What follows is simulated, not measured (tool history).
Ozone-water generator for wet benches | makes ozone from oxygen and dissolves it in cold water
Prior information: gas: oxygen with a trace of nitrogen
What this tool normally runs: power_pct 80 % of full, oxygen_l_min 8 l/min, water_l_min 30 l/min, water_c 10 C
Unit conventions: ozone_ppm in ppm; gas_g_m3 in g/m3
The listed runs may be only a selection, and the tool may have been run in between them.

run   hour  power_pct  oxygen_l_min  water_l_min  water_c  ozone_ppm  gas_g_m3
  1      0         80             8           30       10       29.8     211.3
  2   43.2         80             8           30       10       29.5     212.8
  3   80.3         80             8           30       10       29.6     211.2
  4  118.1         80             8           30       10       29.5       213
  5  160.3         80             8           33       10       27.2     214.5
     219.9  -- contactor cleaned
  6    222         80             8           30       10       29.6     213.6
  7  249.5         64             8           30       10       24.5     174.6
  8  273.5         64             8           30       10       24.1       174
  9  317.2         64             8           30       10       23.7     173.3
 10  352.4         64             8           30       10       24.1     177.1
 11  404.9         64             8           30       10       23.9     176.5
 12  435.8         81         11.99           26        5       38.6     188.6
 13    465         62          6.94           23       11         27     178.5
 14  510.2         62          6.94           23       11         27       180
 15  554.6         73          6.94           23       11       30.6     208.1
 16  594.3         82          4.66           30       10         25     263.7
 17  631.1         82          4.66           30       10       25.3     263.3
 18    688         82          4.66           30       10       25.2     265.3
 19  734.4         82          4.66           27       15       26.2     266.1
 20  775.5         41          4.41           30        9       13.5     144.6

Here are 3 independent what-if runs from the current tool condition. What would each one return?
     794.8  -- gauge calibrated
  A  813.8         41          4.41           44        9          ?         ?
     794.8  -- gauge calibrated
  B  813.8         72          4.41           30       17          ?         ?
     794.8  -- gauge calibrated
  C  813.8         41         11.72           46        5          ?         ?

run  ozone_ppm  gas_g_m3
  A        9.3     142.5
  B       20.8     235.5
  C       13.6     102.1
With the hidden condition removed and each run's random variation left untouched, the same runs would have given:
run  ozone_ppm  gas_g_m3
  A        9.4     142.5
  B       20.8     235.4
  C       13.6       102

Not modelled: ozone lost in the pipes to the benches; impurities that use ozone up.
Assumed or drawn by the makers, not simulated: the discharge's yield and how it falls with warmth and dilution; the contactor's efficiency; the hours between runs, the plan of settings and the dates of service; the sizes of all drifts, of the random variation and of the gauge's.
